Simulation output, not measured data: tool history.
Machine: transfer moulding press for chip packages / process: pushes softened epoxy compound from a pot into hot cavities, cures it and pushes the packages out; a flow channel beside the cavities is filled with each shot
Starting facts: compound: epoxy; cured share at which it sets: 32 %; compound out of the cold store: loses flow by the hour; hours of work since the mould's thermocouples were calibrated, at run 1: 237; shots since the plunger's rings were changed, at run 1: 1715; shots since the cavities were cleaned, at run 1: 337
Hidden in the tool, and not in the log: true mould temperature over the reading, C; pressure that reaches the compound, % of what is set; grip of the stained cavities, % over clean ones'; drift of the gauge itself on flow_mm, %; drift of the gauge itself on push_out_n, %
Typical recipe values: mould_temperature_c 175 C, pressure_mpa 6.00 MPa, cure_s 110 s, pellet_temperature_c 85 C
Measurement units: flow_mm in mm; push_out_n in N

| run | hour | mould_temperature_c | pressure_mpa | cure_s | pellet_temperature_c | hours of work since the mould's thermocouples were calibrated | shots since the plunger's rings were changed | shots since the cavities were cleaned | incoming compound's hours out of the cold store | flow_mm | push_out_n |
|---|---|---|---|---|---|---|---|---|---|---|---|
| 1 | 0.0 | 175 | 6.00 | 110 | 85 | 237 | 1715 | 337 | 31.8 | 913 | 199 |
|  | 26.3 | cavities cleaned with cleaning compound and waxed |
| 2 | 47.8 | 175 | 6.00 | 110 | 85 | 272 | 2344 | 293 | 19.6 | 978 | 216 |
|  | 74.3 | cavities cleaned with cleaning compound and waxed |
| 3 | 83.9 | 181 | 6.00 | 110 | 85 | 298 | 2812 | 130 | 27.8 | 899 | 200 |
| 4 | 111.5 | 175 | 6.64 | 110 | 85 | 319 | 3186 | 504 | 10.9 | 1074 | 215 |
|  | 121.5 | cavities cleaned with cleaning compound and waxed |
|  | 168.7 | cavities cleaned with cleaning compound and waxed |
| 5 | 178.6 | 175 | 6.64 | 110 | 85 | 367 | 4055 | 135 | 41.5 | 907 | 203 |
|  | 214.6 | plunger's sealing rings changed |
|  | 220.6 | cavities cleaned with cleaning compound and waxed |
| 6 | 240.7 | 176 | 6.64 | 110 | 85 | 411 | 334 | 273 | 21.4 | 1001 | 206 |
|  | 268.3 | cavities cleaned with cleaning compound and waxed |
| 7 | 276.8 | 175 | 6.05 | 110 | 85 | 437 | 803 | 115 | 8.2 | 1040 | 205 |
|  | 318.3 | cavities cleaned with cleaning compound and waxed |
| 8 | 321.3 | 175 | 6.92 | 110 | 85 | 469 | 1385 | 40 | 27.6 | 1000 | 198 |
| 9 | 352.2 | 175 | 6.92 | 110 | 85 | 492 | 1805 | 460 | 15.4 | 1064 | 208 |
|  | 367.3 | cavities cleaned with cleaning compound and waxed |
| 10 | 394.4 | 175 | 6.92 | 110 | 85 | 523 | 2357 | 369 | 21.8 | 1037 | 205 |
|  | 417.4 | cavities cleaned with cleaning compound and waxed |
| 11 | 461.1 | 168 | 6.48 | 118 | 89 | 572 | 3239 | 592 | 17.0 | 1076 | 243 |
|  | 466.6 | cavities cleaned with cleaning compound and waxed |
| 12 | 495.5 | 168 | 6.48 | 118 | 89 | 596 | 3686 | 391 | 30.6 | 997 | 242 |
|  | 514.8 | cavities cleaned with cleaning compound and waxed |
| 13 | 552.9 | 175 | 6.00 | 134 | 86 | 638 | 4444 | 517 | 34.8 | 900 | 202 |
|  | 560.9 | plunger's sealing rings changed |
|  | 567.6 | cavities cleaned with cleaning compound and waxed |
| 14 | 601.2 | 175 | 4.55 | 101 | 85 | 672 | 526 | 455 | 20.6 | 845 | 212 |
|  | 616.5 | cavities cleaned with cleaning compound and waxed |
| 15 | 629.3 | 171 | 4.55 | 101 | 85 | 692 | 887 | 173 | 12.0 | 904 | 265 |
|  | 666.0 | cavities cleaned with cleaning compound and waxed |
| 16 | 693.7 | 175 | 6.06 | 100 | 85 | 739 | 1740 | 376 | 20.7 | 975 | 225 |

Run 17 comes next. What will it give?
|  | 715.4 | cavities cleaned with cleaning compound and waxed |
| 17 | 747.7 | 175 | 6.06 | 100 | 76 | 778 | 2451 | 437 | 45.2 | ? | ? |

Run 17 yielded flow_mm 854 mm, push_out_n 219 N.
If the tool had no hidden condition, the same run with the same run-to-run variation would have returned flow_mm 854 mm, push_out_n 216 N.
